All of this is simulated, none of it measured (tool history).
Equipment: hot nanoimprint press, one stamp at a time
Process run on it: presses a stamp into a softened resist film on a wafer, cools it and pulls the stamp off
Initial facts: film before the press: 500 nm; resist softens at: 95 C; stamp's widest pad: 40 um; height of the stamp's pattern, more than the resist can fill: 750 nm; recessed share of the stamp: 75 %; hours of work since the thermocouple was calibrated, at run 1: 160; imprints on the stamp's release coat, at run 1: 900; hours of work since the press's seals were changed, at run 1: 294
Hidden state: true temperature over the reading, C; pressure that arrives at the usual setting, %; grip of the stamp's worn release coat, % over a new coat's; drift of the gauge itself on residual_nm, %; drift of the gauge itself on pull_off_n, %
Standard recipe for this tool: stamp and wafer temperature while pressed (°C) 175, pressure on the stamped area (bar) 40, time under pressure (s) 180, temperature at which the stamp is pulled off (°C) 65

run,hour,stamp and wafer temperature while pressed (°C),pressure on the stamped area (bar),time under pressure (s),temperature at which the stamp is pulled off (°C),hours of work since the thermocouple was calibrated,imprints on the stamp's release coat,hours of work since the press's seals were changed,resist left under the stamp's widest pad (nm),greatest force while the stamp is pulled off (N)
1,0,175,40,180,65,160,900,294,205.3,185
2,11.9,175,54.3,180,65,170,972,304,174,185
3,23.2,175,40,180,65,178,1041,313,205.8,189
# hour 30.8: stamp cleaned and given a new release coat
4,41.7,175,40,180,65,188,66,322,204.5,146
5,52,175,40,293,65,196,129,330,169.7,137
6,63.3,175,40,293,65,205,198,339,170.7,153
7,75.3,175,40,293,65,215,271,349,169.8,150
8,83.6,175,40,180,65,221,322,355,206.9,154
9,96.2,175,40,180,51,231,399,365,202.8,178
10,107.7,175,40,180,65,240,469,374,204.8,160
11,118,175,34,180,65,248,531,382,221.7,166
12,125.1,175,34,180,65,254,575,388,224.5,164
13,132.1,175,40,180,65,259,618,393,205,170
14,139.1,175,55.5,180,65,265,660,399,177.3,169
15,148.8,175,55.5,180,65,272,719,407,176.6,172
16,157.7,175,55.5,180,65,279,773,414,176.5,178
17,166.8,170,53.4,229,65,287,829,421,204.5,173
18,178.5,170,47.5,274,65,296,901,430,205.7,183
19,187.1,177,24,344,64,303,953,437,193,196
20,195.5,177,24,344,64,309,1004,443,194.2,199
# hour 209.5: stamp cleaned and given a new release coat
21,210.2,183,42,152,72,316,4,450,156.4,133
22,222,166,27,180,65,325,76,459,345,137
23,230,178,38.7,182,65,332,125,466,185.9,148
24,242.7,176,40,103,57,342,202,476,248.1,156
25,248.2,175,33.3,195,53,346,236,480,222.1,166
26,255.6,182,40,259,56,352,281,486,136.1,170
27,262,166,40,294,65,357,320,491,258.2,148
28,270.2,175,24.1,180,65,363,370,497,266,152
29,276.8,171,34,269,58,368,410,503,231.9,173

5 ways to go on from here, each from the tool as it stands after run 29. What would each give?
A,284.8,171,28.8,269,58,375,459,509,?,?
B,284.8,171,34,111,55,375,459,509,?,?
C,284.8,183,34,269,64,375,459,509,?,?
D,284.8,175,40,180,72,375,459,509,?,?
E,284.8,175,32.8,269,66,375,459,509,?,?

run,resist left under the stamp's widest pad (nm),greatest force while the stamp is pulled off (N)
A,248.8,173
B,306.1,189
C,138.7,168
D,209.5,151
E,198,161
Without the tool's hidden state the same runs would have given:
run,resist left under the stamp's widest pad (nm),greatest force while the stamp is pulled off (N)
A,235,147
B,291.4,162
C,130.5,143
D,196.7,129
E,186.2,137
